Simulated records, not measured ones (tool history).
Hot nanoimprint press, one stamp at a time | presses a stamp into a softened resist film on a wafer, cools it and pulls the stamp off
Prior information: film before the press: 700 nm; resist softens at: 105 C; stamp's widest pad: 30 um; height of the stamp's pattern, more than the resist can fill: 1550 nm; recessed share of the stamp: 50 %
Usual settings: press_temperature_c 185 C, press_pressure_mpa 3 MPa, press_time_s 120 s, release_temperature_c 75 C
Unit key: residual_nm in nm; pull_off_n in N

{"run": 1, "hour": 0.0, "press_temperature_c": 185, "press_pressure_mpa": 3, "press_time_s": 120, "release_temperature_c": 75, "residual_nm": 253.9, "pull_off_n": 110}
{"run": 2, "hour": 37.3, "press_temperature_c": 176, "press_pressure_mpa": 3, "press_time_s": 120, "release_temperature_c": 75, "residual_nm": 399.7, "pull_off_n": 110}
{"run": 3, "hour": 95.0, "press_temperature_c": 176, "press_pressure_mpa": 3, "press_time_s": 120, "release_temperature_c": 75, "residual_nm": 396.6, "pull_off_n": 113}
{"hour": 105.1, "done": "plate thermocouple calibrated"}
{"run": 4, "hour": 160.8, "press_temperature_c": 178, "press_pressure_mpa": 3, "press_time_s": 120, "release_temperature_c": 75, "residual_nm": 378.2, "pull_off_n": 115}
{"run": 5, "hour": 194.0, "press_temperature_c": 185, "press_pressure_mpa": 3, "press_time_s": 120, "release_temperature_c": 71, "residual_nm": 266.3, "pull_off_n": 119}
{"hour": 214.1, "done": "stamp cleaned and given a new release coat"}
{"run": 6, "hour": 260.4, "press_temperature_c": 185, "press_pressure_mpa": 3, "press_time_s": 120, "release_temperature_c": 71, "residual_nm": 264.7, "pull_off_n": 108}
{"run": 7, "hour": 299.0, "press_temperature_c": 185, "press_pressure_mpa": 3, "press_time_s": 120, "release_temperature_c": 64, "residual_nm": 262.4, "pull_off_n": 118}
{"run": 8, "hour": 339.6, "press_temperature_c": 185, "press_pressure_mpa": 3, "press_time_s": 120, "release_temperature_c": 64, "residual_nm": 264.2, "pull_off_n": 117}
{"run": 9, "hour": 391.0, "press_temperature_c": 185, "press_pressure_mpa": 3, "press_time_s": 120, "release_temperature_c": 64, "residual_nm": 261.8, "pull_off_n": 119}
{"run": 10, "hour": 441.8, "press_temperature_c": 185, "press_pressure_mpa": 3, "press_time_s": 120, "release_temperature_c": 75, "residual_nm": 261.5, "pull_off_n": 117}
{"run": 11, "hour": 481.1, "press_temperature_c": 185, "press_pressure_mpa": 3, "press_time_s": 120, "release_temperature_c": 75, "residual_nm": 260.5, "pull_off_n": 116}
{"hour": 504.0, "done": "stamp cleaned and given a new release coat"}
{"run": 12, "hour": 524.9, "press_temperature_c": 185, "press_pressure_mpa": 3, "press_time_s": 120, "release_temperature_c": 75, "residual_nm": 259.9, "pull_off_n": 106}
{"run": 13, "hour": 588.4, "press_temperature_c": 185, "press_pressure_mpa": 3, "press_time_s": 120, "release_temperature_c": 78, "residual_nm": 259.6, "pull_off_n": 106}
{"run": 14, "hour": 647.6, "press_temperature_c": 174, "press_pressure_mpa": 3, "press_time_s": 120, "release_temperature_c": 71, "residual_nm": 440.6, "pull_off_n": 115}
{"hour": 658.5, "done": "plate thermocouple calibrated"}
{"run": 15, "hour": 711.8, "press_temperature_c": 174, "press_pressure_mpa": 3.15, "press_time_s": 100, "release_temperature_c": 68, "residual_nm": 470.1, "pull_off_n": 120}
{"run": 16, "hour": 769.6, "press_temperature_c": 185, "press_pressure_mpa": 2.04, "press_time_s": 120, "release_temperature_c": 75, "residual_nm": 318.4, "pull_off_n": 115}
{"hour": 797.5, "done": "stamp cleaned and given a new release coat"}
{"run": 17, "hour": 831.8, "press_temperature_c": 185, "press_pressure_mpa": 2.9, "press_time_s": 156, "release_temperature_c": 75, "residual_nm": 241.6, "pull_off_n": 105}
{"run": 18, "hour": 891.4, "press_temperature_c": 192, "press_pressure_mpa": 1.9, "press_time_s": 101, "release_temperature_c": 62, "residual_nm": 248.3, "pull_off_n": 116}
{"run": 19, "hour": 922.7, "press_temperature_c": 192, "press_pressure_mpa": 1.9, "press_time_s": 101, "release_temperature_c": 62, "residual_nm": 248.3, "pull_off_n": 117}
{"run": 20, "hour": 962.8, "press_temperature_c": 192, "press_pressure_mpa": 1.9, "press_time_s": 101, "release_temperature_c": 62, "residual_nm": 245.7, "pull_off_n": 121}
{"run": 21, "hour": 1019.3, "press_temperature_c": 192, "press_pressure_mpa": 1.9, "press_time_s": 101, "release_temperature_c": 62, "residual_nm": 244.1, "pull_off_n": 122}
{"run": 22, "hour": 1050.9, "press_temperature_c": 180, "press_pressure_mpa": 3, "press_time_s": 184, "release_temperature_c": 75, "residual_nm": 284.2, "pull_off_n": 115}

Branching from run 22: 4 alternative next runs. What would each branch give?
{"hour": 1088.4, "done": "stamp cleaned and given a new release coat"}
{"run": "A", "hour": 1095.1, "press_temperature_c": 180, "press_pressure_mpa": 2.2, "press_time_s": 83, "release_temperature_c": 71, "residual_nm": "?", "pull_off_n": "?"}
{"hour": 1088.4, "done": "stamp cleaned and given a new release coat"}
{"run": "B", "hour": 1095.1, "press_temperature_c": 176, "press_pressure_mpa": 3, "press_time_s": 65, "release_temperature_c": 75, "residual_nm": "?", "pull_off_n": "?"}
{"hour": 1088.4, "done": "stamp cleaned and given a new release coat"}
{"run": "C", "hour": 1095.1, "press_temperature_c": 185, "press_pressure_mpa": 2.79, "press_time_s": 66, "release_temperature_c": 75, "residual_nm": "?", "pull_off_n": "?"}
{"hour": 1088.4, "done": "stamp cleaned and given a new release coat"}
{"run": "D", "hour": 1095.1, "press_temperature_c": 182, "press_pressure_mpa": 3, "press_time_s": 120, "release_temperature_c": 75, "residual_nm": "?", "pull_off_n": "?"}

run=A residual_nm=427.8 pull_off_n=107
run=B residual_nm=489.3 pull_off_n=107
run=C residual_nm=339.5 pull_off_n=107
run=D residual_nm=305.2 pull_off_n=105
Had the tool no hidden state, the same runs would have come out as:
run=A residual_nm=437.9 pull_off_n=107
run=B residual_nm=498.4 pull_off_n=107
run=C residual_nm=347.5 pull_off_n=107
run=D residual_nm=313.1 pull_off_n=105
